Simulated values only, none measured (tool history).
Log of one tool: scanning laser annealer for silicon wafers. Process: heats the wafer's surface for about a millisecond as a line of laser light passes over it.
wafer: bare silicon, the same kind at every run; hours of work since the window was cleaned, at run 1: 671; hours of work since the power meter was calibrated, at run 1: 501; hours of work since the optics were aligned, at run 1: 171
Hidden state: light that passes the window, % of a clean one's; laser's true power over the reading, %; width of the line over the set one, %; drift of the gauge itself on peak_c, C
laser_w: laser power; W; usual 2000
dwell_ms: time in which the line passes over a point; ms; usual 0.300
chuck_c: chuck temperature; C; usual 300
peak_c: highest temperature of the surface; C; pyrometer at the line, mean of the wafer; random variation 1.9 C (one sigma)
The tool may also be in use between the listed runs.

run	day	laser_w	dwell_ms	chuck_c	hours of work since the window was cleaned	hours of work since the power meter was calibrated	hours of work since the optics were aligned	peak_c
1	0.000	2000	0.300	300	671	501	171	1112
2	0.538	2000	0.300	300	681	512	182	1115
3	0.838	2000	0.300	300	687	517	187	1119
4	1.271	2000	0.300	300	695	526	196	1114
5	1.817	2000	0.300	300	706	536	206	1116
6	2.408	2000	0.300	300	717	547	217	1116
7	2.683	2000	0.300	300	722	553	223	1117
8	3.079	2000	0.300	300	730	560	230	1117
9	3.462	2000	0.327	300	737	568	238	1156
10	3.862	2000	0.327	300	745	575	245	1158
11	4.183	2000	0.300	300	751	582	252	1111
12	4.579	2000	0.300	300	759	589	259	1116
13	4.971	2000	0.300	300	766	597	267	1112
14	5.267	2000	0.300	300	772	602	272	1114

Forecast run 15:
15	5.579	2000	0.333	273	778	608	278	?

peak_c: 1141 C
Without the tool's hidden state the same run would have given peak_c 1142 C.
